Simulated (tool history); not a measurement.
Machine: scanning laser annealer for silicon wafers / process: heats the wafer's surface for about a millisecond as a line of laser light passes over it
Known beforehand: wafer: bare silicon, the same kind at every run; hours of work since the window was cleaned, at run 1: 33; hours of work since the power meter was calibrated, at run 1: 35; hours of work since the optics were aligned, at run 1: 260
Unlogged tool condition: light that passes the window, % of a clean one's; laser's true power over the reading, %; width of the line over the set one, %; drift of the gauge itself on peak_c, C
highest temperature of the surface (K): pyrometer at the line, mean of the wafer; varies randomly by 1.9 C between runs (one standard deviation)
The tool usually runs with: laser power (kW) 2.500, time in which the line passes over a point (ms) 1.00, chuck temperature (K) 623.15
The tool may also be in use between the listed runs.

run    hour  laser power (kW)  time in which the line passes over a point (ms)  chuck temperature (K)  hours of work since the window was cleaned  hours of work since the power meter was calibrated  hours of work since the optics were aligned  highest temperature of the surface (K)
  1     0.0             2.500                                             1.00                 623.15                                          33                                                  35                                          260                                 1453.15
  2    29.7             2.500                                             1.00                 623.15                                          52                                                  54                                          279                                 1452.15
  3    59.1             2.500                                             0.84                 623.15                                          71                                                  73                                          298                                 1370.15
  4   104.1             2.500                                             0.84                 623.15                                         100                                                 102                                          327                                 1373.15
  5   127.4             2.500                                             0.84                 623.15                                         115                                                 117                                          342                                 1368.15
  6   157.5             2.368                                             1.00                 623.15                                         134                                                 136                                          361                                 1393.15
  7   184.4             2.368                                             1.00                 623.15                                         152                                                 154                                          379                                 1394.15
  8   222.6             2.368                                             1.00                 623.15                                         176                                                 178                                          403                                 1390.15
  9   248.3             2.368                                             1.00                 623.15                                         193                                                 195                                          420                                 1384.15
 10   274.5             2.368                                             1.00                 623.15                                         209                                                 212                                          437                                 1385.15
 11   307.8             2.368                                             1.00                 605.15                                         231                                                 233                                          458                                 1364.15
 12   344.8             2.368                                             1.00                 605.15                                         255                                                 257                                          482                                 1359.15
 13   367.9             2.368                                             1.00                 605.15                                         269                                                 272                                          497                                 1361.15
 14   393.4             2.368                                             1.00                 605.15                                         286                                                 288                                          513                                 1364.15
 15   430.8             2.500                                             1.00                 623.15                                         310                                                 312                                          537                                 1426.15
 16   463.4             2.500                                             1.00                 623.15                                         331                                                 333                                          558                                 1424.15
 17   507.4             2.500                                             1.00                 623.15                                         359                                                 361                                          586                                 1418.15
 18   559.5             2.500                                             1.00                 623.15                                         393                                                 395                                          620                                 1414.15
 19   607.4             2.500                                             1.00                 623.15                                         423                                                 426                                          650                                 1410.15
 20   649.5             2.500                                             1.00                 623.15                                         450                                                 453                                          678                                 1411.15
      657.2  -- window over the wafer cleaned
 21   692.0             2.500                                             1.00                 623.15                                          22                                                 479                                          704                                 1445.15
 22   742.1             2.567                                             1.00                 654.15                                          55                                                 511                                          736                                 1502.15
 23   787.9             2.500                                             0.90                 600.15                                          84                                                 540                                          765                                 1369.15
 24   821.7             2.500                                             0.90                 600.15                                         106                                                 562                                          787                                 1370.15
 25   853.7             2.283                                             0.93                 600.15                                         126                                                 583                                          807                                 1295.15
 26   902.8             2.283                                             0.93                 600.15                                         158                                                 614                                          839                                 1297.15
 27   931.7             2.271                                             1.00                 623.15                                         176                                                 633                                          858                                 1344.15
      937.9  -- laser's power meter calibrated
 28   964.9             2.181                                             0.87                 618.15                                         196                                                  17                                          877                                 1250.15
 29   987.5             2.184                                             1.00                 627.15                                         210                                                  32                                          892                                 1312.15
 30  1013.7             2.238                                             1.05                 623.15                                         227                                                  49                                          908                                 1343.15
 31  1035.8             2.500                                             0.75                 662.15                                         241                                                  63                                          923                                 1342.15
 32  1073.6             2.500                                             0.98                 642.15                                         266                                                  87                                          947                                 1435.15
 33  1098.1             2.500                                             0.98                 642.15                                         281                                                 103                                          963                                 1435.15
     1137.0  -- laser's power meter calibrated, once more
 34  1150.0             2.483                                             0.74                 655.15                                         313                                                   8                                          994                                 1320.15
 35  1190.3             2.483                                             0.74                 655.15                                         339                                                  34                                         1020                                 1316.15
 36  1218.7             2.483                                             0.74                 655.15                                         357                                                  53                                         1038                                 1315.15
     1239.8  -- optics aligned, line set to its width
 37  1249.8             2.395                                             1.23                 596.15                                         374                                                  69                                            6                                 1454.15
 38  1300.1             2.706                                             1.19                 653.15                                         406                                                 102                                           39                                 1625.15
 39  1340.4             2.706                                             1.19                 653.15                                         432                                                 128                                           65                                 1624.15
     1376.6  -- window over the wafer cleaned
 40  1389.2             2.706                                             1.19                 653.15                                           8                                                 158                                           95                                 1666.15

Consider 4 possible next runs. They are alternatives, not a sequence: every one starts from the tool as it was left by run 40. What does each give?
  A  1441.6             2.422                                             0.91                 616.15                                          42                                                 191                                          128                                       ?
  B  1441.6             2.350                                             1.19                 653.15                                          42                                                 191                                          128                                       ?
  C  1441.6             2.313                                             0.96                 653.15                                          42                                                 191                                          128                                       ?
  D  1441.6             2.159                                             0.75                 647.15                                          42                                                 191                                          128                                       ?

run  highest temperature of the surface (K)
  A                                 1374.15
  B                                 1501.15
  C                                 1388.15
  D                                 1240.15
Without the tool's unlogged condition, the same runs would have read:
run  highest temperature of the surface (K)
  A                                 1383.15
  B                                 1512.15
  C                                 1398.15
  D                                 1247.15

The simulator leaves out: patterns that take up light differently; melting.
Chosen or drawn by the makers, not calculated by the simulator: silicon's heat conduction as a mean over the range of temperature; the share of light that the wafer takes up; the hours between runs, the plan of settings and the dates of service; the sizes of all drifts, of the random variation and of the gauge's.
